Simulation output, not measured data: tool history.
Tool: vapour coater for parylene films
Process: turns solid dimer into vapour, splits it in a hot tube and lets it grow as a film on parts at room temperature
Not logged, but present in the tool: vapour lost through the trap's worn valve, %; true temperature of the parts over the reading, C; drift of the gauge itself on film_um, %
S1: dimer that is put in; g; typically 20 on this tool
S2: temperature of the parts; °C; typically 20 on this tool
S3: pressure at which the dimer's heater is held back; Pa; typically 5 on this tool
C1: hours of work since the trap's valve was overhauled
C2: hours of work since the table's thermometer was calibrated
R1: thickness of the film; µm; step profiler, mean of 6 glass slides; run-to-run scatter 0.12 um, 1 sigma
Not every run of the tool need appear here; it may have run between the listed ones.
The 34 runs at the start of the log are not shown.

| run | day | S1 | S2 | S3 | C1 | C2 | R1 |
|---|---|---|---|---|---|---|---|
| 35 | 22.796 | 17 | 20 | 5 | 222 | 584 | 11.71 |
| 36 | 23.229 | 17 | 20 | 3.79 | 229 | 591 | 12.41 |
| 37 | 23.8 | 9 | 30 | 4.27 | 237 | 599 | 4.6 |
| 38 | 24.7 | 14 | 20 | 7.84 | 250 | 612 | 8.87 |
| 39 | 25.158 | 14 | 23 | 7.84 | 257 | 619 | 8.07 |
| 40 | 25.692 | 20 | 28 | 3.44 | 265 | 627 | 11.3 |
| 41 | 26.379 | 10 | 19 | 2.95 | 275 | 637 | 8.01 |
| 42 | 27.262 | 9 | 14 | 3.58 | 288 | 650 | 8.24 |
| 43 | 27.871 | 9 | 14 | 3.58 | 297 | 659 | 8.13 |
| 44 | 28.296 | 9 | 13 | 5 | 303 | 665 | 7.83 |
| 45 | 29.108 | 9 | 13 | 5 | 315 | 677 | 7.79 |
| 46 | 29.583 | 9 | 22 | 9.6 | 322 | 684 | 5.08 |

5 options for the next run, each taken on its own from the tool as it stands now. Forecast them:
| A | 30.067 | 20 | 16 | 5 | 329 | 691 | ? |
| B | 30.067 | 31 | 12 | 5 | 329 | 691 | ? |
| C | 30.067 | 11 | 14 | 2.97 | 329 | 691 | ? |
| D | 30.067 | 16 | 20 | 5 | 329 | 691 | ? |
| E | 30.067 | 21 | 12 | 3.87 | 329 | 691 | ? |

| run | R1 |
|---|---|
| A | 15.5 |
| B | 27.92 |
| C | 10.04 |
| D | 11.02 |
| E | 19.72 |
The same runs, with their run-to-run variation unchanged, on a tool lacking any hidden condition would have given:
| run | R1 |
|---|---|
| A | 16.25 |
| B | 29.27 |
| C | 10.52 |
| D | 11.55 |
| E | 20.67 |
